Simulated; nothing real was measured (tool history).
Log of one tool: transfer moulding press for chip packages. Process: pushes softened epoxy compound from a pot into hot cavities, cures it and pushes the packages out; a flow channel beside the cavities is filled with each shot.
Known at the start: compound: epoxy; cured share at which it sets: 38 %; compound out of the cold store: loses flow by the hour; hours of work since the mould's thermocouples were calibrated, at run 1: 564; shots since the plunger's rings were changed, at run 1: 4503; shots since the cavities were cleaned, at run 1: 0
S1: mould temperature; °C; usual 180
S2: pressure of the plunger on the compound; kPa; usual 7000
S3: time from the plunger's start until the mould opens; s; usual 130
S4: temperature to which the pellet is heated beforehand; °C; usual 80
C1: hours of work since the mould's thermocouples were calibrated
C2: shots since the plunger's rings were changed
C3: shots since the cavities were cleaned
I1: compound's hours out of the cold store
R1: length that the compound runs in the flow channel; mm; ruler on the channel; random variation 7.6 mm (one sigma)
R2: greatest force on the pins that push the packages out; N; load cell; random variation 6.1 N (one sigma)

run,hour,S1,S2,S3,S4,C1,C2,C3,I1,R1,R2
1,0.0,180,7000,130,80,564,4503,0,23.5,871,229
2,30.7,180,7000,130,84,576,4691,188,19.9,866,268
# hour 47.9: plunger's sealing rings changed
3,89.7,180,7000,130,80,599,256,535,42.5,862,303
4,136.2,180,7000,130,80,618,541,820,29.3,910,323
# hour 187.1: cavities cleaned with cleaning compound and waxed
5,194.5,180,7000,130,80,640,890,45,14.3,964,235
6,235.4,180,7000,130,80,657,1141,296,18.6,915,266
7,286.9,180,7000,130,85,677,1457,612,17.7,934,302
8,340.8,180,7000,130,80,699,1787,942,26.9,891,326
# hour 351.5: mould's thermocouples calibrated
# hour 374.7: cavities cleaned with cleaning compound and waxed
9,374.9,180,7000,130,80,9,1975,1,8.8,947,238
10,419.3,180,7000,130,80,27,2247,273,27.6,887,276
11,480.1,180,5210,130,80,51,2620,646,36.1,736,310
12,542.4,180,5210,130,80,76,3003,1029,18.6,774,315
# hour 558.5: cavities cleaned with cleaning compound and waxed
13,569.7,180,5210,130,80,86,3160,68,34.0,731,241
14,629.7,174,7000,130,80,110,3529,437,12.1,936,372
15,655.6,180,7000,130,80,121,3687,595,28.1,875,301
16,687.0,180,7000,130,80,133,3880,788,37.6,819,320
17,718.6,180,7000,138,73,146,4074,982,10.1,918,336
# hour 742.3: cavities cleaned with cleaning compound and waxed
18,749.4,186,6120,149,73,158,4254,44,33.6,766,221
19,811.4,180,7590,135,88,183,4634,424,35.1,843,271
# hour 838.9: plunger's sealing rings changed
20,860.7,180,7590,122,88,202,134,711,11.7,1020,350
21,909.1,187,7590,122,88,221,431,1008,28.9,939,314
# hour 930.0: cavities cleaned with cleaning compound and waxed
22,942.7,185,6390,122,73,234,628,78,32.0,849,236
23,1001.7,185,7090,122,73,258,990,440,36.2,858,279
24,1065.0,181,8590,143,89,283,1378,828,12.3,1058,308
# hour 1114.8: cavities cleaned with cleaning compound and waxed
25,1121.7,181,8590,143,78,305,1716,42,22.9,996,227
26,1157.1,181,5490,151,87,319,1934,260,46.8,740,261
27,1220.6,180,5390,137,85,345,2323,649,20.9,804,316
28,1261.3,183,6770,130,80,361,2573,899,19.7,878,319
# hour 1300.1: cavities cleaned with cleaning compound and waxed
29,1314.1,176,7000,130,72,382,2887,85,44.8,828,274

Forecast each of these 3 alternatives for the next run:
A,1350.9,180,6790,157,80,396,3114,312,17.0,?,?
B,1350.9,176,8070,130,82,396,3114,312,46.1,?,?
C,1350.9,180,7000,130,83,396,3114,312,8.1,?,?

run,R1,R2
A,897,264
B,887,312
C,941,294
Without the tool's hidden state the same runs would have given:
run,R1,R2
A,953,214
B,942,254
C,1000,239

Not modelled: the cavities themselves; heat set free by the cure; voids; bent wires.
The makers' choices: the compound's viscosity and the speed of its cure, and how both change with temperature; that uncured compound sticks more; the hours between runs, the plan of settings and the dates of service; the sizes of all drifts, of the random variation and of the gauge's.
